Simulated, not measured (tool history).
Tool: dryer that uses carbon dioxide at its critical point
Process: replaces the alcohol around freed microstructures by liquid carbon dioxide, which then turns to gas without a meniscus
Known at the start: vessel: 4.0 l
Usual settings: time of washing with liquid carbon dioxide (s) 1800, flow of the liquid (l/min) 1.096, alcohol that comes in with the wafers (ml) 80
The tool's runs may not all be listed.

| run | day | time of washing with liquid carbon dioxide (s) | flow of the liquid (l/min) | alcohol that comes in with the wafers (ml) | alcohol left in the vessel before it's heated (ppm by volume) |
|---|---|---|---|---|---|
| 1 | 0 | 1800 | 1.096 | 80 | 107 |
| 2 | 0.367 | 1800 | 1.096 | 80 | 112 |
| 3 | 0.612 | 1800 | 1.096 | 80 | 110 |
| 4 | 1.104 | 1740 | 1.096 | 80 | 128 |
| 5 | 1.329 | 1800 | 1.096 | 80 | 125 |
| 6 | 1.733 | 1800 | 1.096 | 80 | 122 |
| 7 | 2.179 | 1800 | 1.096 | 80 | 121 |
| 8 | 2.5 | 1800 | 1.096 | 80 | 120 |
| 9 | 2.717 | 1800 | 1.096 | 80 | 117 |
| 10 | 2.946 | 1800 | 0.81 | 80 | 236 |
| 11 | 3.258 | 1980 | 1.096 | 80 | 123 |
| 12 | 3.488 | 1980 | 1.096 | 80 | 117 |
| 13 | 3.954 | 1980 | 1.096 | 80 | 123 |
| 14 | 4.242 | 1980 | 1.096 | 80 | 135 |
| 15 | 4.571 | 1800 | 1.096 | 80 | 133 |
| 16 | 4.871 | 1800 | 1.096 | 78 | 137 |
| 17 | 5.258 | 1800 | 1.096 | 39 | 124 |
| 18 | 5.746 | 1800 | 1.096 | 64 | 141 |
| 19 | 6.246 | 1800 | 1.07 | 80 | 152 |
| 20 | 6.542 | 1800 | 1.07 | 80 | 162 |
| 21 | 6.842 | 1800 | 1.07 | 80 | 156 |
| 22 | 7.133 | 1800 | 1.07 | 80 | 155 |
| 23 | 7.583 | 2820 | 1.77 | 45 | 135 |
| 24 | 8.067 | 2820 | 1.77 | 45 | 131 |
| 25 | 8.438 | 2820 | 1.77 | 45 | 133 |
| 26 | 8.717 | 1440 | 0.78 | 70 | 512 |
| 27 | 8.983 | 1140 | 1.096 | 34 | 257 |
| 28 | 9.221 | 2640 | 1.096 | 25 | 149 |
| 29 | 9.658 | 1800 | 1.86 | 36 | 151 |
| 30 | 10.088 | 2760 | 1.21 | 46 | 159 |
| 31 | 10.4 | 1140 | 1.1 | 80 | 418 |
| 32 | 10.825 | 1620 | 1.27 | 80 | 161 |
| 33 | 11.05 | 1140 | 1.15 | 23 | 216 |
| 34 | 11.342 | 1680 | 1.18 | 23 | 167 |
| 35 | 11.579 | 2160 | 1.26 | 20 | 152 |
| 36 | 11.896 | 2160 | 1.26 | 20 | 158 |
| 37 | 12.2 | 1800 | 0.66 | 42 | 369 |
| 38 | 12.454 | 1800 | 0.76 | 52 | 288 |
| 39 | 12.704 | 1800 | 1.096 | 33 | 177 |
| 40 | 12.962 | 1800 | 1.096 | 33 | 180 |
| 41 | 13.212 | 1800 | 0.69 | 104 | 571 |
| 42 | 13.462 | 1380 | 1.096 | 80 | 287 |
| 43 | 13.679 | 1560 | 1.33 | 38 | 179 |
| 44 | 14.179 | 2460 | 0.95 | 107 | 183 |

Forecast each of these 4 alternatives for the next run:
| A | 14.454 | 1140 | 0.81 | 73 | ? |
| B | 14.454 | 2460 | 1.21 | 107 | ? |
| C | 14.454 | 1740 | 0.98 | 68 | ? |
| D | 14.454 | 2580 | 1.44 | 47 | ? |

| run | alcohol left in the vessel before it's heated (ppm by volume) |
|---|---|
| A | 1037 |
| B | 181 |
| C | 233 |
| D | 182 |
Without the tool's hidden state the same runs would have given:
| run | alcohol left in the vessel before it's heated (ppm by volume) |
|---|---|
| A | 697 |
| B | 12 |
| C | 46 |
| D | 6 |
